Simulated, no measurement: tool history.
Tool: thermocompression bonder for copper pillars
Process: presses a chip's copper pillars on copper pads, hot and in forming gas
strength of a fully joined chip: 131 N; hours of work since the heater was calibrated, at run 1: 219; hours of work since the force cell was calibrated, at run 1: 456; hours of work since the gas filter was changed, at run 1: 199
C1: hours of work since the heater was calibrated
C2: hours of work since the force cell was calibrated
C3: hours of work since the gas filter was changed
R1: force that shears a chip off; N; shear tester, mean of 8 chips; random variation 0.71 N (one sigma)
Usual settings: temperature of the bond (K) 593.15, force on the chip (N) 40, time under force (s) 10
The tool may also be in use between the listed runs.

{"run": 1, "hour": 0.0, "temperature of the bond (K)": 593.15, "force on the chip (N)": 40, "time under force (s)": 10, "C1": 219, "C2": 456, "C3": 199, "R1": 62}
{"run": 2, "hour": 9.3, "temperature of the bond (K)": 593.15, "force on the chip (N)": 40, "time under force (s)": 10, "C1": 224, "C2": 461, "C3": 204, "R1": 61.3}
{"run": 3, "hour": 14.9, "temperature of the bond (K)": 593.15, "force on the chip (N)": 36, "time under force (s)": 10, "C1": 228, "C2": 465, "C3": 208, "R1": 55}
{"run": 4, "hour": 21.8, "temperature of the bond (K)": 593.15, "force on the chip (N)": 40, "time under force (s)": 10, "C1": 232, "C2": 469, "C3": 212, "R1": 61.8}
{"run": 5, "hour": 30.1, "temperature of the bond (K)": 593.15, "force on the chip (N)": 40, "time under force (s)": 10, "C1": 237, "C2": 474, "C3": 217, "R1": 61.1}
{"run": 6, "hour": 35.9, "temperature of the bond (K)": 593.15, "force on the chip (N)": 40, "time under force (s)": 10, "C1": 240, "C2": 478, "C3": 220, "R1": 60}
{"run": 7, "hour": 43.1, "temperature of the bond (K)": 593.15, "force on the chip (N)": 40, "time under force (s)": 10, "C1": 245, "C2": 482, "C3": 225, "R1": 61}
{"run": 8, "hour": 51.1, "temperature of the bond (K)": 593.15, "force on the chip (N)": 40, "time under force (s)": 29, "C1": 250, "C2": 487, "C3": 230, "R1": 85.9}
{"run": 9, "hour": 61.4, "temperature of the bond (K)": 593.15, "force on the chip (N)": 40, "time under force (s)": 14, "C1": 256, "C2": 493, "C3": 236, "R1": 67.8}
{"run": 10, "hour": 68.3, "temperature of the bond (K)": 589.15, "force on the chip (N)": 40, "time under force (s)": 10, "C1": 260, "C2": 497, "C3": 240, "R1": 59}
{"run": 11, "hour": 74.5, "temperature of the bond (K)": 589.15, "force on the chip (N)": 40, "time under force (s)": 10, "C1": 264, "C2": 501, "C3": 244, "R1": 59.5}
{"run": 12, "hour": 79.4, "temperature of the bond (K)": 593.15, "force on the chip (N)": 37, "time under force (s)": 10, "C1": 267, "C2": 504, "C3": 247, "R1": 56.4}
{"run": 13, "hour": 87.3, "temperature of the bond (K)": 593.15, "force on the chip (N)": 40, "time under force (s)": 13, "C1": 272, "C2": 509, "C3": 252, "R1": 67.2}
{"run": 14, "hour": 96.7, "temperature of the bond (K)": 593.15, "force on the chip (N)": 40, "time under force (s)": 13, "C1": 277, "C2": 515, "C3": 257, "R1": 66.7}
{"run": 15, "hour": 102.2, "temperature of the bond (K)": 593.15, "force on the chip (N)": 40, "time under force (s)": 13, "C1": 281, "C2": 518, "C3": 261, "R1": 66.1}
{"run": 16, "hour": 109.7, "temperature of the bond (K)": 593.15, "force on the chip (N)": 40, "time under force (s)": 13, "C1": 285, "C2": 522, "C3": 265, "R1": 65.1}
{"run": 17, "hour": 119.8, "temperature of the bond (K)": 593.15, "force on the chip (N)": 40, "time under force (s)": 13, "C1": 292, "C2": 529, "C3": 271, "R1": 66.7}
{"run": 18, "hour": 124.2, "temperature of the bond (K)": 588.15, "force on the chip (N)": 25, "time under force (s)": 13, "C1": 294, "C2": 531, "C3": 274, "R1": 43.7}
{"run": 19, "hour": 133.4, "temperature of the bond (K)": 609.15, "force on the chip (N)": 40, "time under force (s)": 6, "C1": 300, "C2": 537, "C3": 280, "R1": 56.7}
{"run": 20, "hour": 142.1, "temperature of the bond (K)": 593.15, "force on the chip (N)": 25, "time under force (s)": 10, "C1": 305, "C2": 542, "C3": 285, "R1": 40.7}
{"run": 21, "hour": 147.3, "temperature of the bond (K)": 590.15, "force on the chip (N)": 27, "time under force (s)": 10, "C1": 308, "C2": 545, "C3": 288, "R1": 43.2}
{"run": 22, "hour": 155.4, "temperature of the bond (K)": 590.15, "force on the chip (N)": 32, "time under force (s)": 7, "C1": 313, "C2": 550, "C3": 293, "R1": 42.8}
{"run": 23, "hour": 161.8, "temperature of the bond (K)": 578.15, "force on the chip (N)": 40, "time under force (s)": 6, "C1": 317, "C2": 554, "C3": 297, "R1": 44.3}
{"run": 24, "hour": 168.1, "temperature of the bond (K)": 616.15, "force on the chip (N)": 28, "time under force (s)": 20, "C1": 321, "C2": 558, "C3": 301, "R1": 69.5}

Run 25 comes next. What will it give?
{"run": 25, "hour": 176.1, "temperature of the bond (K)": 603.15, "force on the chip (N)": 38, "time under force (s)": 17, "C1": 326, "C2": 563, "C3": 306, "R1": "?"}

R1: 76.1 N
Without the tool's hidden state the same run would have given R1 75.7 N.
